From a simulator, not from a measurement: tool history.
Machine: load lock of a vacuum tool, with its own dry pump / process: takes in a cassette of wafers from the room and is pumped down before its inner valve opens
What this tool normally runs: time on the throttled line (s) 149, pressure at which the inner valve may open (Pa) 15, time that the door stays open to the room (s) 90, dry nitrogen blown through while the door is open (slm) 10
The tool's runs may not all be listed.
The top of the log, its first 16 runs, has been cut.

run	hour	time on the throttled line (s)	pressure at which the inner valve may open (Pa)	time that the door stays open to the room (s)	dry nitrogen blown through while the door is open (slm)	hours that the pump has run since its overhaul	times that the door has closed on its seal	incoming humidity of the room's air, %	time from the closed door until the inner valve may open (s)	rise of the pressure with all valves shut (Pa/min)
17	1806	149	20	83	10	4750	8637	45.1	224.8	0.12
18	1920.5	149	12	83	10	4864	8769	49.2	230.4	0.125
19	2077.1	98	11	83	10	5021	8950	46.2	192.7	0.125
20	2172.7	181	27	27	4	5116	9061	43.3	246.3	0.113
21	2275.1	174	15	90	10	5219	9179	46	248.2	0.129
22	2398.3	127	24	199	8	5342	9322	48.2	205.7	0.174
23	2534.3	127	24	199	8	5478	9479	44.8	205.5	0.165
24	2606	149	21	206	10	5550	9562	44	226.2	0.165
25	2728.1	149	19	90	19	5672	9703	43.8	230	0.133
26	2825.4	149	19	90	19	5769	9815	44.9	224.8	0.127
27	2901.3	119	13	90	19	5845	9903	44.8	206.6	0.131
28	3025.4	119	14	144	19	5969	10046	42.8	206.7	0.144
29	3112.1	119	13	144	8	6056	10147	43.6	207	0.161
30	3209.7	119	13	144	8	6153	10260	41.6	209.1	0.165
31	3306.9	171	17	32	9	6250	10372	46.2	246.3	0.127
32	3416.7	171	17	32	18	6360	10499	44.1	246.3	0.127

Branching from run 32: 4 alternative next runs. What would each branch give?
A	3531.4	75	17	32	18	6475	10632	45.8	?	?
B	3531.4	171	17	32	37	6475	10632	42.8	?	?
C	3531.4	149	12	226	7	6475	10632	45.5	?	?
D	3531.4	149	17	103	14	6475	10632	45.7	?	?

run	time from the closed door until the inner valve may open (s)	rise of the pressure with all valves shut (Pa/min)
A	171	0.125
B	243.7	0.118
C	234.9	0.194
D	228	0.149
With the hidden condition removed and each run's random variation left untouched, the same runs would have given:
run	time from the closed door until the inner valve may open (s)	rise of the pressure with all valves shut (Pa/min)
A	160.3	0.017
B	235.4	0.011
C	225.4	0.085
D	219.1	0.04

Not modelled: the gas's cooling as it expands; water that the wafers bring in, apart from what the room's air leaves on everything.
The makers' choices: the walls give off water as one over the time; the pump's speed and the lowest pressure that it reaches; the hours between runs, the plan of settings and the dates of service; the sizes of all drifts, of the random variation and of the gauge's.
